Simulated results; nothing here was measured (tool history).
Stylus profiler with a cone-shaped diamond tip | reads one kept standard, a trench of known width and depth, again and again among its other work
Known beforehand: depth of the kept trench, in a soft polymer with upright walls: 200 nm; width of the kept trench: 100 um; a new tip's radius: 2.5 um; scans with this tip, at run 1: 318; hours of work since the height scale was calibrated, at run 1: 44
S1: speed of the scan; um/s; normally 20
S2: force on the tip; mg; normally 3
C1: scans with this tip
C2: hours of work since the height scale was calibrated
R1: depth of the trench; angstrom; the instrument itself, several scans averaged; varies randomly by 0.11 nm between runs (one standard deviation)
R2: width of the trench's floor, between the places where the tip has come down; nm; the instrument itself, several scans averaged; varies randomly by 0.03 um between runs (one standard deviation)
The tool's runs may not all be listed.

{"run": 1, "hour": 0.0, "S1": 20, "S2": 3, "C1": 318, "C2": 44, "R1": 2017.7, "R2": 97940}
{"run": 2, "hour": 18.5, "S1": 20, "S2": 3, "C1": 396, "C2": 54, "R1": 2022.2, "R2": 97890}
{"run": 3, "hour": 54.0, "S1": 20, "S2": 3, "C1": 546, "C2": 75, "R1": 2021.1, "R2": 97910}
{"run": 4, "hour": 73.0, "S1": 20, "S2": 8.5, "C1": 626, "C2": 86, "R1": 2041.5, "R2": 97890}
{"run": 5, "hour": 102.9, "S1": 20, "S2": 8.5, "C1": 751, "C2": 103, "R1": 2040.6, "R2": 97930}
{"run": 6, "hour": 125.6, "S1": 6, "S2": 3, "C1": 847, "C2": 116, "R1": 2020.9, "R2": 97950}
{"run": 7, "hour": 160.5, "S1": 6, "S2": 3, "C1": 994, "C2": 136, "R1": 2020.6, "R2": 97890}
{"run": 8, "hour": 193.3, "S1": 6, "S2": 3, "C1": 1132, "C2": 155, "R1": 2020.5, "R2": 97910}
{"run": 9, "hour": 220.0, "S1": 7, "S2": 3, "C1": 1244, "C2": 170, "R1": 2020.2, "R2": 97950}
{"run": 10, "hour": 241.9, "S1": 20, "S2": 6.08, "C1": 1337, "C2": 183, "R1": 2031.9, "R2": 97820}
{"run": 11, "hour": 268.9, "S1": 9, "S2": 3, "C1": 1450, "C2": 199, "R1": 2020.6, "R2": 97860}
{"hour": 272.1, "done": "height scale calibrated on a step standard"}
{"run": 12, "hour": 301.0, "S1": 20, "S2": 3, "C1": 1583, "C2": 17, "R1": 2017.6, "R2": 97820}
{"run": 13, "hour": 331.2, "S1": 20, "S2": 3, "C1": 1710, "C2": 34, "R1": 2020.8, "R2": 97820}
{"run": 14, "hour": 364.3, "S1": 20, "S2": 3, "C1": 1849, "C2": 53, "R1": 2019.4, "R2": 97750}
{"run": 15, "hour": 395.2, "S1": 20, "S2": 3, "C1": 1979, "C2": 71, "R1": 2018.6, "R2": 97800}
{"run": 16, "hour": 420.7, "S1": 20, "S2": 3, "C1": 2087, "C2": 86, "R1": 2019.1, "R2": 97770}
{"hour": 424.2, "done": "height scale calibrated on a step standard, once more"}
{"run": 17, "hour": 454.7, "S1": 20, "S2": 3, "C1": 2228, "C2": 18, "R1": 2020.3, "R2": 97760}
{"run": 18, "hour": 475.6, "S1": 15, "S2": 3, "C1": 2316, "C2": 30, "R1": 2021.1, "R2": 97820}
{"run": 19, "hour": 511.0, "S1": 42, "S2": 8.06, "C1": 2465, "C2": 50, "R1": 2038.6, "R2": 97730}
{"run": 20, "hour": 545.5, "S1": 19, "S2": 5.3, "C1": 2610, "C2": 70, "R1": 2030.9, "R2": 97710}
{"run": 21, "hour": 565.3, "S1": 19, "S2": 5.3, "C1": 2693, "C2": 81, "R1": 2030.9, "R2": 97760}
{"run": 22, "hour": 595.7, "S1": 26, "S2": 4.57, "C1": 2821, "C2": 99, "R1": 2026.7, "R2": 97700}
{"run": 23, "hour": 610.8, "S1": 60, "S2": 1.11, "C1": 2885, "C2": 107, "R1": 2008.6, "R2": 97360}
{"run": 24, "hour": 639.9, "S1": 34, "S2": 1.48, "C1": 3007, "C2": 124, "R1": 2012.3, "R2": 97590}
{"run": 25, "hour": 675.6, "S1": 9, "S2": 2.2, "C1": 3157, "C2": 145, "R1": 2016.2, "R2": 97700}
{"run": 26, "hour": 703.6, "S1": 15, "S2": 6.47, "C1": 3275, "C2": 161, "R1": 2034.7, "R2": 97800}
{"run": 27, "hour": 733.6, "S1": 15, "S2": 6.47, "C1": 3401, "C2": 178, "R1": 2034.7, "R2": 97720}
{"run": 28, "hour": 750.2, "S1": 10, "S2": 3.57, "C1": 3471, "C2": 188, "R1": 2022.8, "R2": 97700}
{"run": 29, "hour": 785.3, "S1": 10, "S2": 3.57, "C1": 3619, "C2": 208, "R1": 2023.9, "R2": 97630}
{"run": 30, "hour": 814.9, "S1": 14, "S2": 3, "C1": 3743, "C2": 225, "R1": 2019.4, "R2": 97670}
{"run": 31, "hour": 848.0, "S1": 19, "S2": 2.65, "C1": 3883, "C2": 244, "R1": 2016.8, "R2": 97640}
{"run": 32, "hour": 865.4, "S1": 20, "S2": 3.3, "C1": 3956, "C2": 254, "R1": 2019.8, "R2": 97670}
{"run": 33, "hour": 887.2, "S1": 14, "S2": 4.13, "C1": 4048, "C2": 267, "R1": 2025.3, "R2": 97690}

Each row is a separate what-if for the run after 33, all from the same tool condition, not one after another. Results?
{"run": "A", "hour": 904.7, "S1": 9, "S2": 6.21, "C1": 4122, "C2": 277, "R1": "?", "R2": "?"}
{"run": "B", "hour": 904.7, "S1": 11, "S2": 1.33, "C1": 4122, "C2": 277, "R1": "?", "R2": "?"}
{"run": "C", "hour": 904.7, "S1": 55, "S2": 5.63, "C1": 4122, "C2": 277, "R1": "?", "R2": "?"}
{"run": "D", "hour": 904.7, "S1": 11, "S2": 1.49, "C1": 4122, "C2": 277, "R1": "?", "R2": "?"}

run=A R1=2033.7 R2=97730
run=B R1=2010.2 R2=97630
run=C R1=2030 R2=97510
run=D R1=2011.3 R2=97650
Take away the tool's hidden state, keep each run's random variation, and the runs would have read:
run=A R1=2035.3 R2=98050
run=B R1=2011.8 R2=97950
run=C R1=2031.6 R2=97830
run=D R1=2012.9 R2=97970

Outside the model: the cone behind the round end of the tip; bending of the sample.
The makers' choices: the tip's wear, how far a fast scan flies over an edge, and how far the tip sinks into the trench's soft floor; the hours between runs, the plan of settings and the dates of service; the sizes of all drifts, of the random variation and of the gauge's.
